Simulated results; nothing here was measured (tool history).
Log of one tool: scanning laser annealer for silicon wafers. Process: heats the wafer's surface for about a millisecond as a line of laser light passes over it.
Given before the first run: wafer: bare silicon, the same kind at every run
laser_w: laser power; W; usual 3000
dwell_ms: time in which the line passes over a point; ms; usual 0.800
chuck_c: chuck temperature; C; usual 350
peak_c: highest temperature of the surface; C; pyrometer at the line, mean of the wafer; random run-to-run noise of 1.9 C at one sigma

{"run": 1, "hour": 0.0, "laser_w": 3000, "dwell_ms": 0.8, "chuck_c": 350, "peak_c": 1084}
{"run": 2, "hour": 16.4, "laser_w": 3000, "dwell_ms": 0.8, "chuck_c": 350, "peak_c": 1087}
{"run": 3, "hour": 34.4, "laser_w": 2557, "dwell_ms": 0.8, "chuck_c": 350, "peak_c": 946}
{"run": 4, "hour": 48.8, "laser_w": 2557, "dwell_ms": 0.8, "chuck_c": 350, "peak_c": 952}
{"run": 5, "hour": 78.3, "laser_w": 2557, "dwell_ms": 0.8, "chuck_c": 350, "peak_c": 948}
{"run": 6, "hour": 100.2, "laser_w": 2557, "dwell_ms": 0.8, "chuck_c": 350, "peak_c": 948}
{"run": 7, "hour": 115.4, "laser_w": 2557, "dwell_ms": 0.8, "chuck_c": 350, "peak_c": 947}
{"run": 8, "hour": 144.5, "laser_w": 2557, "dwell_ms": 0.8, "chuck_c": 350, "peak_c": 946}
{"run": 9, "hour": 161.0, "laser_w": 2557, "dwell_ms": 0.8, "chuck_c": 350, "peak_c": 946}
{"run": 10, "hour": 181.9, "laser_w": 2557, "dwell_ms": 0.8, "chuck_c": 350, "peak_c": 947}
{"run": 11, "hour": 211.2, "laser_w": 3000, "dwell_ms": 0.979, "chuck_c": 350, "peak_c": 1146}
{"run": 12, "hour": 234.3, "laser_w": 3000, "dwell_ms": 0.913, "chuck_c": 350, "peak_c": 1119}
{"run": 13, "hour": 258.3, "laser_w": 3000, "dwell_ms": 0.913, "chuck_c": 350, "peak_c": 1119}
{"run": 14, "hour": 279.9, "laser_w": 2573, "dwell_ms": 0.8, "chuck_c": 350, "peak_c": 948}
{"run": 15, "hour": 297.1, "laser_w": 3000, "dwell_ms": 0.708, "chuck_c": 350, "peak_c": 1039}
{"run": 16, "hour": 326.1, "laser_w": 3000, "dwell_ms": 0.708, "chuck_c": 350, "peak_c": 1037}
{"run": 17, "hour": 353.3, "laser_w": 2885, "dwell_ms": 0.708, "chuck_c": 350, "peak_c": 1003}
{"run": 18, "hour": 370.1, "laser_w": 2885, "dwell_ms": 0.708, "chuck_c": 350, "peak_c": 1002}
{"hour": 391.9, "done": "optics aligned, line set to its width"}
{"run": 19, "hour": 398.1, "laser_w": 2885, "dwell_ms": 0.708, "chuck_c": 350, "peak_c": 998}
{"run": 20, "hour": 413.6, "laser_w": 3223, "dwell_ms": 0.998, "chuck_c": 319, "peak_c": 1186}
{"run": 21, "hour": 443.7, "laser_w": 3223, "dwell_ms": 0.663, "chuck_c": 365, "peak_c": 1092}
{"run": 22, "hour": 458.5, "laser_w": 2607, "dwell_ms": 0.593, "chuck_c": 350, "peak_c": 876}
{"hour": 483.6, "done": "optics aligned, line set to its width, once more"}
{"run": 23, "hour": 490.5, "laser_w": 2607, "dwell_ms": 0.593, "chuck_c": 350, "peak_c": 895}
{"run": 24, "hour": 511.7, "laser_w": 2607, "dwell_ms": 0.593, "chuck_c": 350, "peak_c": 892}
{"run": 25, "hour": 526.7, "laser_w": 2721, "dwell_ms": 0.58, "chuck_c": 355, "peak_c": 922}
{"run": 26, "hour": 555.7, "laser_w": 2721, "dwell_ms": 0.58, "chuck_c": 355, "peak_c": 924}
{"run": 27, "hour": 581.2, "laser_w": 2975, "dwell_ms": 0.856, "chuck_c": 343, "peak_c": 1093}
{"run": 28, "hour": 601.4, "laser_w": 2743, "dwell_ms": 0.782, "chuck_c": 328, "peak_c": 980}
{"hour": 628.1, "done": "window over the wafer cleaned"}
{"run": 29, "hour": 634.4, "laser_w": 3059, "dwell_ms": 0.938, "chuck_c": 314, "peak_c": 1148}
{"run": 30, "hour": 658.4, "laser_w": 3259, "dwell_ms": 0.8, "chuck_c": 353, "peak_c": 1198}
{"run": 31, "hour": 682.2, "laser_w": 3259, "dwell_ms": 0.8, "chuck_c": 370, "peak_c": 1211}
{"run": 32, "hour": 709.6, "laser_w": 3000, "dwell_ms": 0.74, "chuck_c": 351, "peak_c": 1089}
{"run": 33, "hour": 727.2, "laser_w": 2562, "dwell_ms": 0.736, "chuck_c": 375, "peak_c": 971}
{"run": 34, "hour": 747.5, "laser_w": 3036, "dwell_ms": 0.692, "chuck_c": 339, "peak_c": 1062}
{"run": 35, "hour": 761.5, "laser_w": 3036, "dwell_ms": 0.692, "chuck_c": 339, "peak_c": 1059}
{"run": 36, "hour": 779.2, "laser_w": 2821, "dwell_ms": 0.983, "chuck_c": 325, "peak_c": 1092}
{"run": 37, "hour": 805.6, "laser_w": 2739, "dwell_ms": 0.8, "chuck_c": 320, "peak_c": 992}

What if the next run were any one of these 4? Each begins from the tool's condition after run 37:
{"run": "A", "hour": 828.2, "laser_w": 2789, "dwell_ms": 0.99, "chuck_c": 358, "peak_c": "?"}
{"run": "B", "hour": 828.2, "laser_w": 3205, "dwell_ms": 0.8, "chuck_c": 344, "peak_c": "?"}
{"run": "C", "hour": 828.2, "laser_w": 2739, "dwell_ms": 0.698, "chuck_c": 320, "peak_c": "?"}
{"run": "D", "hour": 828.2, "laser_w": 3243, "dwell_ms": 0.854, "chuck_c": 366, "peak_c": "?"}

run=A peak_c=1112
run=B peak_c=1167
run=C peak_c=953
run=D peak_c=1225
Had the tool no hidden state, the same runs would have come out as:
run=A peak_c=1121
run=B peak_c=1177
run=C peak_c=961
run=D peak_c=1235
